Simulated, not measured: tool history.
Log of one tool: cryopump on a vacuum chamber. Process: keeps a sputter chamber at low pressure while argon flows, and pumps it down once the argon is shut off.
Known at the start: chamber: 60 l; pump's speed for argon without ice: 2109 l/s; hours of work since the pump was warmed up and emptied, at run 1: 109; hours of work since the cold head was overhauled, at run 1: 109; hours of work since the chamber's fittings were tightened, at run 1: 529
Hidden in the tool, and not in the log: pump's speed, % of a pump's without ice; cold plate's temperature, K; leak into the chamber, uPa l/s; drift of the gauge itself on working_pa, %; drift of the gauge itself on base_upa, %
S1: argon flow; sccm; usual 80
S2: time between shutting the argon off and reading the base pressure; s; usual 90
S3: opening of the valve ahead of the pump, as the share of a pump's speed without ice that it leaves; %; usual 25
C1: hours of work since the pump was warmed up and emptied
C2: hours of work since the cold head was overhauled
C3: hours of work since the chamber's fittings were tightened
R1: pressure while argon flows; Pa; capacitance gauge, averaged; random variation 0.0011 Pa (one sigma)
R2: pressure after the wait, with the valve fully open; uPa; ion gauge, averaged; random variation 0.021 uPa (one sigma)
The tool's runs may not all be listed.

run,hour,S1,S2,S3,C1,C2,C3,R1,R2
1,0,80,90,25,109,109,529,0.2619,0.48
2,17.7,80,90,45,116,116,536,0.1465,0.44
3,26.2,80,278,45,119,119,540,0.1476,0.32
4,39.4,80,278,45,125,125,545,0.1485,0.32
5,49.3,80,278,45,129,129,549,0.1479,0.3
6,57.8,80,90,42,132,132,553,0.1591,0.48
7,70.6,80,90,42,137,137,558,0.1587,0.47
8,84.6,80,90,42,143,143,563,0.1593,0.47
9,99.1,80,90,17,149,149,569,0.3822,0.48
10,116.7,80,101,25,156,156,576,0.2637,0.46
11,126.2,80,90,25,160,160,580,0.2635,0.5
12,141.4,80,90,25,166,166,586,0.264,0.51
13,153,80,90,25,171,171,591,0.2639,0.48
14,163.4,51,21,18,175,175,595,0.2328,1.22
15,174.1,80,35,24,179,179,600,0.276,0.81
16,185.9,80,23,22,184,184,605,0.3008,1.11
17,203.7,118,58,17,191,191,612,0.5677,0.59
18,214.7,143,90,25,196,196,616,0.4764,0.53
19,225.6,143,90,25,200,200,621,0.4767,0.47
20,241.5,47,86,25,207,207,627,0.1571,0.5
21,254.4,79,86,25,212,212,632,0.261,0.51
22,266.4,138,86,38,217,217,637,0.3112,0.48
23,279.4,44,249,38,222,222,643,0.0977,0.36
24,298,138,249,58,230,230,650,0.2082,0.39
25,308.1,138,249,58,234,234,654,0.2082,0.33

4 ways to go on from here, each from the tool as it stands after run 25. What would each give?
A,318.7,138,249,16,238,238,658,?,?
B,318.7,106,20,35,238,238,658,?,?
C,318.7,138,84,58,238,238,658,?,?
D,318.7,80,26,25,238,238,658,?,?

run,R1,R2
A,0.7133,0.36
B,0.2567,1.25
C,0.2116,0.51
D,0.2691,1.01
Without the tool's hidden state the same runs would have given:
run,R1,R2
A,0.6934,0.22
B,0.2415,1.12
C,0.1916,0.37
D,0.2575,0.87
